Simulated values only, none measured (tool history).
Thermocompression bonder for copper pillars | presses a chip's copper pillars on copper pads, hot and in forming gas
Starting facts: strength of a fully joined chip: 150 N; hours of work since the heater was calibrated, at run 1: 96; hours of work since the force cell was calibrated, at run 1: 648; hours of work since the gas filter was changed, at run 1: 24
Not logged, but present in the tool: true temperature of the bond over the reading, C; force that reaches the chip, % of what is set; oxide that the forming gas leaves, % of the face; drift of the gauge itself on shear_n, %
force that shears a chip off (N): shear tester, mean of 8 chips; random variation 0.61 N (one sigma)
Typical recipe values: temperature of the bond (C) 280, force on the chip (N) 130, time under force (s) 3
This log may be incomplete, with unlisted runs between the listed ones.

run,day,temperature of the bond (C),force on the chip (N),time under force (s),hours of work since the heater was calibrated,hours of work since the force cell was calibrated,hours of work since the gas filter was changed,force that shears a chip off (N)
1,0,280,130,3,96,648,24,80.1
2,0.675,280,130,3,105,657,33,79.2
3,1.3,280,130,3,113,665,41,78.3
4,2.196,280,130,3,124,676,52,79.3
5,2.942,253,130,3,134,686,62,60.7
6,3.983,280,130,3,147,699,75,78.2
7,4.846,280,130,3,158,710,86,77.2
8,5.467,280,93,3,166,718,94,57.8
9,6.508,280,84,3,180,732,108,52.5
10,7.812,280,130,5,197,749,125,90.6
11,8.808,280,130,2,209,761,137,67.1
12,9.45,280,130,2,218,770,146,67.5
13,10.671,280,130,3,233,785,161,74.9
14,11.283,280,130,3,241,793,169,77
15,12.262,280,130,3,254,806,182,76.2
16,13.283,280,130,3,267,819,195,76.7
17,13.912,280,130,3,275,827,203,75.9
18,14.938,280,130,3,288,840,216,74.2
19,15.725,280,141,3,298,850,226,79.6
20,16.867,280,130,3,313,865,241,74.6
21,17.867,290,116,2,326,878,254,62.9
22,18.688,260,171,3,336,888,265,77.1
23,19.254,260,171,3,344,896,272,77.8
24,20.483,260,171,3,360,912,288,77.7
25,21.621,252,83,3,374,926,302,35.5
26,22.65,254,78,5,387,939,315,41.2
27,23.783,275,121,3,402,954,330,64.6
# day 23.858: forming gas filter changed
28,24.954,275,121,3,417,969,14,71.5
29,26.238,283,131,2,433,985,31,69.9
30,27.342,280,191,3,448,999,45,103.5
31,28.625,280,191,3,464,1016,61,103.3
32,29.829,267,191,3,480,1031,77,93.5

The next listed run, before its measurement:
33,30.646,277,160,2,490,1042,87,?

{"run 33": {"force that shears a chip off (N)": 77.2}}
If the tool had no hidden condition, the same run with the same run-to-run variation would have returned force that shears a chip off (N) 80.7.
